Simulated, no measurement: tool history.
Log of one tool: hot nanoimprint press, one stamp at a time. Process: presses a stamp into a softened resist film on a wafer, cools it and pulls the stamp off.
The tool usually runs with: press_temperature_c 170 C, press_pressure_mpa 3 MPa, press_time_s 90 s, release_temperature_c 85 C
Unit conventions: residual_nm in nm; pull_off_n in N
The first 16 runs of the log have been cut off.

run 17 hour=711.1 | press_temperature_c=170 press_pressure_mpa=3 press_time_s=90 release_temperature_c=85 | residual_nm=250.1 pull_off_n=161
-- hour=769.4 stamp cleaned and given a new release coat
run 18 hour=780.5 | press_temperature_c=175 press_pressure_mpa=2.55 press_time_s=65 release_temperature_c=85 | residual_nm=232.2 pull_off_n=158
run 19 hour=829.6 | press_temperature_c=170 press_pressure_mpa=3.5 press_time_s=90 release_temperature_c=85 | residual_nm=231.4 pull_off_n=157
run 20 hour=856.7 | press_temperature_c=164 press_pressure_mpa=3.99 press_time_s=108 release_temperature_c=71 | residual_nm=287.7 pull_off_n=184
run 21 hour=898.6 | press_temperature_c=170 press_pressure_mpa=3.94 press_time_s=90 release_temperature_c=90 | residual_nm=218.7 pull_off_n=149
-- hour=911.9 press's hydraulic seals changed and the load cell set to zero
-- hour=966.3 stamp cleaned and given a new release coat
run 22 hour=975.8 | press_temperature_c=170 press_pressure_mpa=3.17 press_time_s=70 release_temperature_c=90 | residual_nm=263.3 pull_off_n=155
run 23 hour=1010.9 | press_temperature_c=170 press_pressure_mpa=3.56 press_time_s=67 release_temperature_c=90 | residual_nm=255.6 pull_off_n=152
run 24 hour=1054.1 | press_temperature_c=170 press_pressure_mpa=3.56 press_time_s=67 release_temperature_c=90 | residual_nm=256.2 pull_off_n=150
run 25 hour=1099.2 | press_temperature_c=170 press_pressure_mpa=1.95 press_time_s=67 release_temperature_c=91 | residual_nm=320.7 pull_off_n=154
-- hour=1133.9 plate thermocouple calibrated
run 26 hour=1149.8 | press_temperature_c=164 press_pressure_mpa=2.6 press_time_s=151 release_temperature_c=85 | residual_nm=299.4 pull_off_n=160
-- hour=1159.7 stamp cleaned and given a new release coat
run 27 hour=1219.8 | press_temperature_c=164 press_pressure_mpa=2.6 press_time_s=151 release_temperature_c=85 | residual_nm=297 pull_off_n=161
run 28 hour=1277 | press_temperature_c=164 press_pressure_mpa=3.9 press_time_s=151 release_temperature_c=85 | residual_nm=256 pull_off_n=165
run 29 hour=1303.6 | press_temperature_c=170 press_pressure_mpa=4.3 press_time_s=90 release_temperature_c=85 | residual_nm=210 pull_off_n=166
-- hour=1347.8 stamp cleaned and given a new release coat
run 30 hour=1358.9 | press_temperature_c=163 press_pressure_mpa=4.47 press_time_s=56 release_temperature_c=76 | residual_nm=349.5 pull_off_n=180

Each row is a separate what-if for the run after 30, all from the same tool condition, not one after another. Results?
run A hour=1394.3 | press_temperature_c=170 press_pressure_mpa=1.8 press_time_s=53 release_temperature_c=85 | residual_nm=? pull_off_n=?
run B hour=1394.3 | press_temperature_c=177 press_pressure_mpa=4.47 press_time_s=56 release_temperature_c=74 | residual_nm=? pull_off_n=?
run C hour=1394.3 | press_temperature_c=166 press_pressure_mpa=3.67 press_time_s=56 release_temperature_c=76 | residual_nm=? pull_off_n=?

run=A residual_nm=350.1 pull_off_n=163
run=B residual_nm=169.8 pull_off_n=185
run=C residual_nm=325 pull_off_n=182
Had the tool no hidden state, the same runs would have come out as:
run=A residual_nm=349.8 pull_off_n=163
run=B residual_nm=169.5 pull_off_n=185
run=C residual_nm=324.7 pull_off_n=182

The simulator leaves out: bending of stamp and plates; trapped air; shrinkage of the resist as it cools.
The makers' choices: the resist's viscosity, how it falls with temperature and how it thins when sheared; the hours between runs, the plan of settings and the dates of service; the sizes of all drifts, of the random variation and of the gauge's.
